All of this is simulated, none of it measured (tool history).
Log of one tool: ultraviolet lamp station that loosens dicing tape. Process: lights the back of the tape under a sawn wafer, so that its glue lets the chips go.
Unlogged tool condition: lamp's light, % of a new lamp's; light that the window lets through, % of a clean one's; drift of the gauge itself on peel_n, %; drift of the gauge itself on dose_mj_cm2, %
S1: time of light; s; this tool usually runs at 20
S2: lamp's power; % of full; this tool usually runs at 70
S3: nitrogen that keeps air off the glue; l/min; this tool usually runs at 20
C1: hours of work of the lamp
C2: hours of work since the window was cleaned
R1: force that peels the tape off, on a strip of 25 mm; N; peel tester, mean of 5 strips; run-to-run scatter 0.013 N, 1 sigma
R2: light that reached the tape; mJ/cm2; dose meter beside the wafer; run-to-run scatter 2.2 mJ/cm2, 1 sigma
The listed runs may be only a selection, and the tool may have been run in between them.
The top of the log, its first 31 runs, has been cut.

run	day	S1	S2	S3	C1	C2	R1	R2
32	20.054	33	69	16	484	186	0.233	331
33	20.596	15	87	34	490	192	0.457	186
34	21.367	14	69	7	498	200	2.584	140
35	22.088	30	64	20	505	207	0.297	277
36	22.862	30	64	20	513	215	0.282	277
37	23.679	30	64	20	522	223	0.286	273
38	24.55	10	69	8	531	232	3.553	100
39	25.138	26	68	35	537	238	0.232	253
40	25.838	40	68	10	544	246	0.255	395
41	26.6	40	68	10	552	253	0.246	394
42	27.238	11	80	14	558	260	2.042	126
43	27.704	20	91	15	563	265	0.437	264

Consider 4 possible next runs. They are alternatives, not a sequence: every one starts from the tool as it was left by run 43. What does each give?
A	28.292	27	70	18	569	271	?	?
B	28.292	20	77	8	569	271	?	?
C	28.292	20	88	15	569	271	?	?
D	28.292	15	83	7	569	271	?	?

run	R1	R2
A	0.333	273
B	1.081	222
C	0.481	251
D	1.768	179
Had the tool no hidden state, the same runs would have come out as:
run	R1	R2
A	0.331	273
B	1.076	223
C	0.478	251
D	1.761	179
